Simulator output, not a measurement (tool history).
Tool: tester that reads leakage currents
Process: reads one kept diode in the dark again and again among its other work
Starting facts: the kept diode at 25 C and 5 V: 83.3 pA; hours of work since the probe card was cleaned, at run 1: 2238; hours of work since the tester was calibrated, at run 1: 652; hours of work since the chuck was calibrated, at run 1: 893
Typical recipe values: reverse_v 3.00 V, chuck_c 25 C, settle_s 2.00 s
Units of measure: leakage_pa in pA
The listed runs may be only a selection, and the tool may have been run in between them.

run,hour,reverse_v,chuck_c,settle_s,hours of work since the probe card was cleaned,hours of work since the tester was calibrated,hours of work since the chuck was calibrated,leakage_pa
1,0.0,3.00,25,2.00,2238,652,893,81.54
2,30.1,3.00,25,2.00,2252,666,906,82.50
3,50.8,3.00,25,2.00,2261,675,915,82.17
4,83.7,3.00,25,2.00,2275,689,930,82.58
5,107.7,3.00,25,2.00,2286,700,940,82.70
6,136.4,3.00,25,2.86,2299,713,953,82.32
7,162.5,2.63,32,2.94,2310,724,964,148.08
8,196.5,2.63,32,2.94,2325,739,979,148.07
9,216.1,2.63,32,2.94,2334,748,988,148.32
10,254.2,2.63,55,2.94,2351,765,1005,1002.01

3 ways to go on from here, each from the tool as it stands after run 10. What would each give?
A,272.7,2.63,38,3.84,2359,773,1013,?
B,272.7,7.16,25,2.00,2359,773,1013,?
C,272.7,2.63,33,2.94,2359,773,1013,?

run,leakage_pa
A,251.42
B,116.01
C,161.70
The same runs, with their run-to-run variation unchanged, on a tool lacking any hidden condition would have given:
run,leakage_pa
A,223.66
B,94.40
C,142.14
